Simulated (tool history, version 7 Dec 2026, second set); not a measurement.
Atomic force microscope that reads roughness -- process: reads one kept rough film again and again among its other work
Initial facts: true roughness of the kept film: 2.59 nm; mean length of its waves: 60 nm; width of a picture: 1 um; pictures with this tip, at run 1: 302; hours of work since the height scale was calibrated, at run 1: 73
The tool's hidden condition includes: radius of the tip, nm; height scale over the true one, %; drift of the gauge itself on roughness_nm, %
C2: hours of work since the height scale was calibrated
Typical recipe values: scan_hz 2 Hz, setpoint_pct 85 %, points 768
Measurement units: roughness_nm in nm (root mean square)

run 1 hour=0 | scan_hz=2 setpoint_pct=85 points=768 | pictures_with_this_tip=302 C2=73 | roughness_nm=1.914
run 2 hour=11.7 | scan_hz=2 setpoint_pct=85 points=768 | pictures_with_this_tip=316 C2=78 | roughness_nm=1.901
run 3 hour=20.4 | scan_hz=2 setpoint_pct=85 points=768 | pictures_with_this_tip=326 C2=82 | roughness_nm=1.892
run 4 hour=32.2 | scan_hz=2 setpoint_pct=85 points=768 | pictures_with_this_tip=339 C2=88 | roughness_nm=1.897
run 5 hour=42.7 | scan_hz=3.16 setpoint_pct=85 points=768 | pictures_with_this_tip=351 C2=93 | roughness_nm=1.685
run 6 hour=50.1 | scan_hz=2 setpoint_pct=75 points=768 | pictures_with_this_tip=360 C2=97 | roughness_nm=2.073
run 7 hour=62 | scan_hz=2 setpoint_pct=75 points=398 | pictures_with_this_tip=374 C2=102 | roughness_nm=2.056
-- hour=65.5 new tip fitted
run 8 hour=72.9 | scan_hz=2 setpoint_pct=74 points=768 | pictures_with_this_tip=9 C2=108 | roughness_nm=2.161
run 9 hour=83.8 | scan_hz=2 setpoint_pct=74 points=768 | pictures_with_this_tip=21 C2=113 | roughness_nm=2.167
run 10 hour=93 | scan_hz=2 setpoint_pct=74 points=768 | pictures_with_this_tip=32 C2=117 | roughness_nm=2.173
run 11 hour=100.1 | scan_hz=2 setpoint_pct=85 points=768 | pictures_with_this_tip=40 C2=121 | roughness_nm=1.958
run 12 hour=110.6 | scan_hz=2 setpoint_pct=85 points=768 | pictures_with_this_tip=52 C2=126 | roughness_nm=1.953
run 13 hour=115.4 | scan_hz=2.91 setpoint_pct=85 points=768 | pictures_with_this_tip=57 C2=128 | roughness_nm=1.776
run 14 hour=125.5 | scan_hz=2.91 setpoint_pct=85 points=768 | pictures_with_this_tip=69 C2=133 | roughness_nm=1.775
run 15 hour=133.3 | scan_hz=2 setpoint_pct=66 points=488 | pictures_with_this_tip=78 C2=137 | roughness_nm=2.255
run 16 hour=141.4 | scan_hz=2 setpoint_pct=59 points=636 | pictures_with_this_tip=87 C2=141 | roughness_nm=2.336
run 17 hour=146.6 | scan_hz=2 setpoint_pct=59 points=636 | pictures_with_this_tip=93 C2=143 | roughness_nm=2.329
run 18 hour=154.2 | scan_hz=2 setpoint_pct=59 points=636 | pictures_with_this_tip=102 C2=147 | roughness_nm=2.324
run 19 hour=162.7 | scan_hz=2 setpoint_pct=59 points=636 | pictures_with_this_tip=112 C2=151 | roughness_nm=2.327
run 20 hour=169.1 | scan_hz=1.21 setpoint_pct=86 points=827 | pictures_with_this_tip=119 C2=154 | roughness_nm=2.104
run 21 hour=180 | scan_hz=2 setpoint_pct=57 points=449 | pictures_with_this_tip=132 C2=159 | roughness_nm=2.351
run 22 hour=187.1 | scan_hz=1.13 setpoint_pct=62 points=449 | pictures_with_this_tip=140 C2=163 | roughness_nm=2.355
run 23 hour=192 | scan_hz=1.13 setpoint_pct=75 points=449 | pictures_with_this_tip=145 C2=165 | roughness_nm=2.236
run 24 hour=203 | scan_hz=0.6 setpoint_pct=88 points=656 | pictures_with_this_tip=158 C2=170 | roughness_nm=2.253
run 25 hour=209 | scan_hz=2.39 setpoint_pct=80 points=520 | pictures_with_this_tip=165 C2=173 | roughness_nm=1.954
run 26 hour=220 | scan_hz=0.81 setpoint_pct=76 points=768 | pictures_with_this_tip=178 C2=178 | roughness_nm=2.289
run 27 hour=228.5 | scan_hz=2.57 setpoint_pct=57 points=406 | pictures_with_this_tip=188 C2=183 | roughness_nm=2.29
run 28 hour=238.9 | scan_hz=1.91 setpoint_pct=76 points=958 | pictures_with_this_tip=199 C2=188 | roughness_nm=2.112

Consider 5 possible next runs. They are alternatives, not a sequence: every one starts from the tool as it was left by run 28. What does each give?
run A hour=249.6 | scan_hz=1.91 setpoint_pct=90 points=397 | pictures_with_this_tip=212 C2=193 | roughness_nm=?
run B hour=249.6 | scan_hz=1.53 setpoint_pct=67 points=958 | pictures_with_this_tip=212 C2=193 | roughness_nm=?
run C hour=249.6 | scan_hz=3.11 setpoint_pct=76 points=662 | pictures_with_this_tip=212 C2=193 | roughness_nm=?
run D hour=249.6 | scan_hz=2.06 setpoint_pct=74 points=768 | pictures_with_this_tip=212 C2=193 | roughness_nm=?
run E hour=249.6 | scan_hz=2 setpoint_pct=87 points=768 | pictures_with_this_tip=212 C2=193 | roughness_nm=?

run=A roughness_nm=1.846
run=B roughness_nm=2.274
run=C roughness_nm=1.912
run=D roughness_nm=2.112
run=E roughness_nm=1.882
Without the tool's hidden state the same runs would have given:
run=A roughness_nm=1.893
run=B roughness_nm=2.332
run=C roughness_nm=1.96
run=D roughness_nm=2.165
run=E roughness_nm=1.93

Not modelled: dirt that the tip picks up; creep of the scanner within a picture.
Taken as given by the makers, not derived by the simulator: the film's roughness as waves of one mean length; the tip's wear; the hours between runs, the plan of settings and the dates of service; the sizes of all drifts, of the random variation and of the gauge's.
